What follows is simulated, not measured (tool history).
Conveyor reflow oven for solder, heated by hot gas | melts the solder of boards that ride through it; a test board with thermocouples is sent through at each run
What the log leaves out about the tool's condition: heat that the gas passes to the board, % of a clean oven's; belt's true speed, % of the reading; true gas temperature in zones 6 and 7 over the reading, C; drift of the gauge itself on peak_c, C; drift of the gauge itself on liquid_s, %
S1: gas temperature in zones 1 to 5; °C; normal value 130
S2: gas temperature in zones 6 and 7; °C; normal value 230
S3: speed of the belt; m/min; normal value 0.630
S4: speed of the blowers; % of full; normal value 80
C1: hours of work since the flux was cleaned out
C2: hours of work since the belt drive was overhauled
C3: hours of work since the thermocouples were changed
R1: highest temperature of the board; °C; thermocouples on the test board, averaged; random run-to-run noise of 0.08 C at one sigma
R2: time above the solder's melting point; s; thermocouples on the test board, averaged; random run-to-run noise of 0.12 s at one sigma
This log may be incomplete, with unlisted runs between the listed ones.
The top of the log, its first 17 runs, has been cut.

run	hour	S1	S2	S3	S4	C1	C2	C3	R1	R2
18	649.9	139	230	0.612	80	166	768	725	214.78	43.3
19	670.5	139	230	0.612	80	179	781	738	215.01	43.6
20	696.4	136	226	0.693	65	196	798	755	204.07	28.7
# hour 723.5: flux residue cleaned out of gas plates and filters
21	751.4	130	227	0.630	80	18	829	787	211.19	37.3
22	788.6	130	230	0.730	65	41	853	810	204.84	26.5
23	810.1	139	230	0.500	73	55	866	824	220.31	58.3
24	843.7	130	230	0.720	56	76	888	845	202.52	24.6
25	876.3	136	230	0.720	82	97	909	866	210.19	32.8
# hour 906.3: thermocouples of zones 6 and 7 changed
26	906.3	126	230	0.673	80	115	926	0	208.44	31.8
27	948.7	138	221	0.749	81	142	953	27	200.15	24.1
28	993.1	141	230	0.728	77	170	981	55	208.13	31.9
29	1041.0	130	227	0.630	62	200	1012	86	205.03	32.0
# hour 1060.0: flux residue cleaned out of gas plates and filters
30	1072.2	130	227	0.630	62	8	1028	102	206.53	33.3

Branching from run 30: 4 alternative next runs. What would each branch give?
A	1101.0	130	235	0.630	80	26	1047	120	?	?
B	1101.0	130	230	0.630	83	26	1047	120	?	?
C	1101.0	130	232	0.593	80	26	1047	120	?	?
D	1101.0	130	240	0.732	67	26	1047	120	?	?

run	R1	R2
A	216.82	41.2
B	213.02	38.8
C	216.10	43.7
D	212.00	31.9
Had the tool no hidden state, the same runs would have come out as:
run	R1	R2
A	216.17	39.9
B	212.40	37.5
C	215.48	42.4
D	211.23	30.7
